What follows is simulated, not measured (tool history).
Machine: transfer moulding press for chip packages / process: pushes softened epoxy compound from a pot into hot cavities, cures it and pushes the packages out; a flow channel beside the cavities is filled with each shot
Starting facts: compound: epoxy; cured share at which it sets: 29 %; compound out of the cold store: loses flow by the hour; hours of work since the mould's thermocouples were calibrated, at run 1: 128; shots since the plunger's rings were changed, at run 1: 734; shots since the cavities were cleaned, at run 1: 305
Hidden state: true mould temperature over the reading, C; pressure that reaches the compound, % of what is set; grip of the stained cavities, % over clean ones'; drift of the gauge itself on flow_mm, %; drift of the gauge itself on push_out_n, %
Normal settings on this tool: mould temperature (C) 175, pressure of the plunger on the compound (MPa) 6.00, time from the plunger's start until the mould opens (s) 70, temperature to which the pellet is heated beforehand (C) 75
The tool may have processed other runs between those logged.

run,hour,mould temperature (C),pressure of the plunger on the compound (MPa),time from the plunger's start until the mould opens (s),temperature to which the pellet is heated beforehand (C),hours of work since the mould's thermocouples were calibrated,shots since the plunger's rings were changed,shots since the cavities were cleaned,incoming compound's hours out of the cold store,length that the compound runs in the flow channel (mm),greatest force on the pins that push the packages out (N)
1,0.0,175,6.00,70,75,128,734,305,28.2,578,380
# hour 37.8: cavities cleaned with cleaning compound and waxed
2,50.3,175,6.00,70,75,164,1535,204,11.0,613,352
# hour 91.6: cavities cleaned with cleaning compound and waxed
3,91.6,175,5.91,70,75,193,2190,0,15.3,591,283
4,142.3,175,5.91,70,75,230,3022,832,47.5,509,460
# hour 149.0: cavities cleaned with cleaning compound and waxed
5,189.4,175,6.00,70,75,263,3772,663,10.6,587,449
# hour 204.7: cavities cleaned with cleaning compound and waxed
6,231.1,175,6.00,70,75,293,4431,433,37.2,521,391
# hour 244.3: plunger's sealing rings changed
# hour 261.0: cavities cleaned with cleaning compound and waxed
7,267.4,175,6.00,70,75,316,356,106,12.9,615,311
# hour 315.8: cavities cleaned with cleaning compound and waxed
8,318.9,175,6.00,70,75,353,1177,51,42.7,539,289
# hour 369.9: cavities cleaned with cleaning compound and waxed
9,377.3,175,6.00,70,75,395,2112,122,41.2,533,308
# hour 424.7: cavities cleaned with cleaning compound and waxed
10,430.8,175,6.00,70,75,433,2966,100,45.2,514,323
# hour 479.5: cavities cleaned with cleaning compound and waxed
11,479.5,175,6.43,70,75,467,3741,0,23.1,574,269
# hour 534.3: plunger's sealing rings changed
# hour 535.8: cavities cleaned with cleaning compound and waxed
12,540.2,175,6.43,66,82,509,72,72,27.5,596,329
# hour 557.9: mould's thermocouples calibrated
13,574.7,175,6.43,66,82,12,606,606,24.9,607,485
# hour 596.1: cavities cleaned with cleaning compound and waxed
14,618.8,175,5.67,70,75,43,1306,372,38.9,530,384
# hour 654.1: cavities cleaned with cleaning compound and waxed
15,673.7,175,5.01,73,75,83,2184,322,44.6,478,371
# hour 708.0: cavities cleaned with cleaning compound and waxed
16,734.4,178,6.00,70,74,126,3155,433,30.0,539,373
# hour 763.1: cavities cleaned with cleaning compound and waxed
17,792.8,169,6.00,70,81,168,4091,489,20.1,578,633
# hour 819.2: cavities cleaned with cleaning compound and waxed
18,819.2,169,4.82,70,71,186,4499,0,33.8,487,409
# hour 832.7: plunger's sealing rings changed
19,853.6,169,4.82,103,82,209,343,524,20.9,554,385
# hour 879.4: cavities cleaned with cleaning compound and waxed
20,911.9,175,6.00,65,72,251,1277,535,15.6,600,513

Subtracting, for every run, the result it would have given without the tool's unlogged condition from the measured result gives the following. The same run-to-run variation enters both numbers; the gauge's scatter may not:
run,length that the compound runs in the flow channel (mm),greatest force on the pins that push the packages out (N)
1,-9,+99
2,-16,+66
3,-22,+2
4,-27,+193
5,-39,+164
6,-42,+128
7,-7,+36
8,-15,+18
9,-23,+37
10,-30,+37
11,-43,-5
12,-5,+20
13,-8,+181
14,-13,+117
15,-20,+105
16,-33,+125
17,-46,+211
18,-43,-6
19,-4,+143
20,-14,+179
